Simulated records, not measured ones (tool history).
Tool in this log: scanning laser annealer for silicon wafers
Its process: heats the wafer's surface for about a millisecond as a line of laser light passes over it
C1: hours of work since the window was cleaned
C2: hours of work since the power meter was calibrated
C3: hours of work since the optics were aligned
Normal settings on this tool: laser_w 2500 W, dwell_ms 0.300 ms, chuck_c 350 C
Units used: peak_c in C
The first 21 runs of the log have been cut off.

run 22 hour=1359.5 | laser_w=2500 dwell_ms=0.300 chuck_c=350 | C1=240 C2=1141 C3=1712 | peak_c=1139
run 23 hour=1407.3 | laser_w=2579 dwell_ms=0.319 chuck_c=389 | C1=276 C2=1177 C3=1748 | peak_c=1237
-- hour=1420.1 optics aligned, line set to its width
run 24 hour=1462.8 | laser_w=2579 dwell_ms=0.319 chuck_c=389 | C1=314 C2=1216 C3=32 | peak_c=1265
run 25 hour=1502.2 | laser_w=2579 dwell_ms=0.319 chuck_c=389 | C1=344 C2=1246 C3=62 | peak_c=1261
run 26 hour=1583.0 | laser_w=2200 dwell_ms=0.372 chuck_c=325 | C1=406 C2=1307 C3=124 | peak_c=1090
run 27 hour=1626.0 | laser_w=2200 dwell_ms=0.372 chuck_c=325 | C1=439 C2=1340 C3=157 | peak_c=1090
run 28 hour=1713.9 | laser_w=2500 dwell_ms=0.294 chuck_c=374 | C1=505 C2=1407 C3=223 | peak_c=1173
run 29 hour=1781.8 | laser_w=2500 dwell_ms=0.296 chuck_c=377 | C1=557 C2=1458 C3=275 | peak_c=1178
run 30 hour=1859.5 | laser_w=2352 dwell_ms=0.300 chuck_c=331 | C1=616 C2=1517 C3=334 | peak_c=1070
run 31 hour=1938.4 | laser_w=2352 dwell_ms=0.300 chuck_c=331 | C1=676 C2=1577 C3=394 | peak_c=1068
run 32 hour=1989.4 | laser_w=2706 dwell_ms=0.358 chuck_c=360 | C1=715 C2=1616 C3=433 | peak_c=1334
run 33 hour=2075.9 | laser_w=2641 dwell_ms=0.253 chuck_c=351 | C1=781 C2=1682 C3=499 | peak_c=1134
-- hour=2094.0 window over the wafer cleaned
run 34 hour=2133.4 | laser_w=2641 dwell_ms=0.253 chuck_c=351 | C1=30 C2=1724 C3=541 | peak_c=1153
run 35 hour=2190.6 | laser_w=2641 dwell_ms=0.215 chuck_c=321 | C1=73 C2=1768 C3=584 | peak_c=1053
run 36 hour=2246.5 | laser_w=2494 dwell_ms=0.229 chuck_c=343 | C1=116 C2=1810 C3=627 | peak_c=1045
run 37 hour=2309.0 | laser_w=2697 dwell_ms=0.240 chuck_c=349 | C1=163 C2=1858 C3=674 | peak_c=1143
run 38 hour=2376.1 | laser_w=2697 dwell_ms=0.240 chuck_c=349 | C1=215 C2=1909 C3=726 | peak_c=1145
run 39 hour=2469.2 | laser_w=2697 dwell_ms=0.258 chuck_c=331 | C1=285 C2=1979 C3=796 | peak_c=1151
run 40 hour=2561.2 | laser_w=2697 dwell_ms=0.258 chuck_c=331 | C1=355 C2=2049 C3=866 | peak_c=1153
run 41 hour=2626.8 | laser_w=2697 dwell_ms=0.258 chuck_c=331 | C1=405 C2=2099 C3=916 | peak_c=1152

4 options for the next run, each taken on its own from the tool as it stands now. Forecast them:
run A hour=2687.2 | laser_w=2749 dwell_ms=0.377 chuck_c=350 | C1=451 C2=2145 C3=962 | peak_c=?
run B hour=2687.2 | laser_w=2500 dwell_ms=0.300 chuck_c=353 | C1=451 C2=2145 C3=962 | peak_c=?
run C hour=2687.2 | laser_w=2749 dwell_ms=0.258 chuck_c=352 | C1=451 C2=2145 C3=962 | peak_c=?
run D hour=2687.2 | laser_w=2192 dwell_ms=0.258 chuck_c=331 | C1=451 C2=2145 C3=962 | peak_c=?

run=A peak_c=1374
run=B peak_c=1154
run=C peak_c=1191
run=D peak_c=949
Without the tool's unlogged condition, the same runs would have read:
run=A peak_c=1396
run=B peak_c=1171
run=C peak_c=1209
run=D peak_c=963
